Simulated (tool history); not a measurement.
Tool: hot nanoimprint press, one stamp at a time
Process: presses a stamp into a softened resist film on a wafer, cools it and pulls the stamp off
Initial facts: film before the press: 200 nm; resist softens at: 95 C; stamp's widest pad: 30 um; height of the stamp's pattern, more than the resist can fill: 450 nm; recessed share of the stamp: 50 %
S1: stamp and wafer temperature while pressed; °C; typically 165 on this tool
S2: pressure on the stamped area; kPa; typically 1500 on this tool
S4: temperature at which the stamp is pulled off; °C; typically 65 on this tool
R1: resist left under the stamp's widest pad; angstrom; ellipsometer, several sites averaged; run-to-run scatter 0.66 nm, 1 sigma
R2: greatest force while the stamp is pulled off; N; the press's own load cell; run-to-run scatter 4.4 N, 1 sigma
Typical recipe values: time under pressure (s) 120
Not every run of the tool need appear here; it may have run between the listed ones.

Run 1, hour 0.0: usual settings. Result: R1 1066 angstrom, R2 325 N.
At hour 25.4: plate thermocouple calibrated.
Run 2, hour 69.8: usual settings but S2 1270 kPa. Result: R1 1105 angstrom, R2 346 N.
At hour 91.9: stamp cleaned and given a new release coat.
Run 3, hour 116.2: usual settings but S2 1270 kPa. Result: R1 1108 angstrom, R2 226 N.
Run 4, hour 154.6: usual settings but S2 1270 kPa. Result: R1 1112 angstrom, R2 229 N.
Run 5, hour 205.2: usual settings but S2 1270 kPa, S4 68 °C. Result: R1 1120 angstrom, R2 248 N.
Run 6, hour 287.4: usual settings. Result: R1 1059 angstrom, R2 291 N.
Run 7, hour 363.2: usual settings. Result: R1 1064 angstrom, R2 327 N.
At hour 375.4: press's hydraulic seals changed and the load cell set to zero.
Run 8, hour 439.6: usual settings. Result: R1 1058 angstrom, R2 348 N.
At hour 452.4: stamp cleaned and given a new release coat.
Run 9, hour 517.6: usual settings. Result: R1 1069 angstrom, R2 246 N.
Run 10, hour 563.5: usual settings but S4 58 °C. Result: R1 1059 angstrom, R2 313 N.
At hour 588.3: plate thermocouple calibrated.
Run 11, hour 634.1: usual settings but S4 58 °C. Result: R1 1026 angstrom, R2 334 N.
Run 12, hour 672.7: usual settings but S4 58 °C. Result: R1 1041 angstrom, R2 346 N.
Run 13, hour 728.3: usual settings but S4 58 °C. Result: R1 1041 angstrom, R2 376 N.
At hour 805.3: stamp cleaned and given a new release coat.
Run 14, hour 811.6: usual settings but S2 950 kPa, S4 58 °C. Result: R1 1241 angstrom, R2 270 N.
Run 15, hour 871.8: usual settings but S2 950 kPa, S4 58 °C. Result: R1 1228 angstrom, R2 294 N.
Run 16, hour 954.4: usual settings but S2 950 kPa, S4 58 °C. Result: R1 1237 angstrom, R2 320 N.
Run 17, hour 990.3: usual settings but S2 950 kPa, S4 58 °C. Result: R1 1238 angstrom, R2 342 N.
Run 18, hour 1036.9: usual settings but S1 175 °C, S2 950 kPa, time under pressure (s) 68, S4 58 °C. Result: R1 1109 angstrom, R2 365 N.
Run 19, hour 1085.1: usual settings but S1 168 °C, S2 1040 kPa, time under pressure (s) 129. Result: R1 1073 angstrom, R2 347 N.

For run 20, what comes out?
Run 20, hour 1127.0: usual settings but S1 159 °C, time under pressure (s) 196, S4 58 °C. Result: R1 ?, R2 ?.

Run 20 yielded R1 1133 angstrom, R2 425 N.
Had the tool carried no hidden state, the very same run would have given R1 1066 angstrom, R2 262 N.

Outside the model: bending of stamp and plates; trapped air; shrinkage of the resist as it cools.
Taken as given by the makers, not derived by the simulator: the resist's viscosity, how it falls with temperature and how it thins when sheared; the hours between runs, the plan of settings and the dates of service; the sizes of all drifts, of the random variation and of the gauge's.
